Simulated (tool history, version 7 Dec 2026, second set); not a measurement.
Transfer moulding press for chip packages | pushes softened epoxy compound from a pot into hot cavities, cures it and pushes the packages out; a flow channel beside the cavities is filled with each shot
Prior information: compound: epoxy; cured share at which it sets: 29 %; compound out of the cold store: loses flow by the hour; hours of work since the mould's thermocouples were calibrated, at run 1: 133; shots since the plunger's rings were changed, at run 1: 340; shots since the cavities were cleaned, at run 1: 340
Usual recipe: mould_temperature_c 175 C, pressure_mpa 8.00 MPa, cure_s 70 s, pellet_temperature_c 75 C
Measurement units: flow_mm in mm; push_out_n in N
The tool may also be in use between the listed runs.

run	day	mould_temperature_c	pressure_mpa	cure_s	pellet_temperature_c	hours of work since the mould's thermocouples were calibrated	shots since the plunger's rings were changed	shots since the cavities were cleaned	incoming compound's hours out of the cold store	flow_mm	push_out_n
1	0.000	175	8.00	70	75	133	340	340	41.2	745	665
# day 1.833: cavities cleaned with cleaning compound and waxed
2	1.933	180	8.00	70	75	167	1082	39	43.6	716	965
# day 4.675: cavities cleaned with cleaning compound and waxed
3	5.275	180	8.00	70	75	226	2384	238	13.7	862	602
4	7.071	175	8.00	70	75	259	3096	950	12.3	881	1004
# day 7.392: cavities cleaned with cleaning compound and waxed
# day 10.217: cavities cleaned with cleaning compound and waxed
# day 10.567: cavities cleaned with cleaning compound and waxed, once more
# day 10.671: plunger's sealing rings changed
5	11.012	172	8.00	70	75	325	136	136	16.0	887	748
6	12.704	172	8.00	70	75	356	808	808	32.0	790	1042
# day 13.529: cavities cleaned with cleaning compound and waxed
7	15.733	175	7.96	70	75	409	1985	875	44.8	715	904
# day 16.271: cavities cleaned with cleaning compound and waxed
8	18.562	175	7.96	70	75	459	3084	910	35.0	744	969
# day 19.225: cavities cleaned with cleaning compound and waxed
9	20.538	175	8.00	70	82	494	3843	521	19.5	829	841

Run 10 has not been measured yet. What should we expect?
# day 21.996: plunger's sealing rings changed
# day 22.058: cavities cleaned with cleaning compound and waxed
10	23.071	175	8.00	70	82	537	402	402	28.9	?	?

{"run 10": {"flow_mm": 813, "push_out_n": 752}}
Without the tool's hidden state the same run would have given flow_mm 817 mm, push_out_n 498 N.
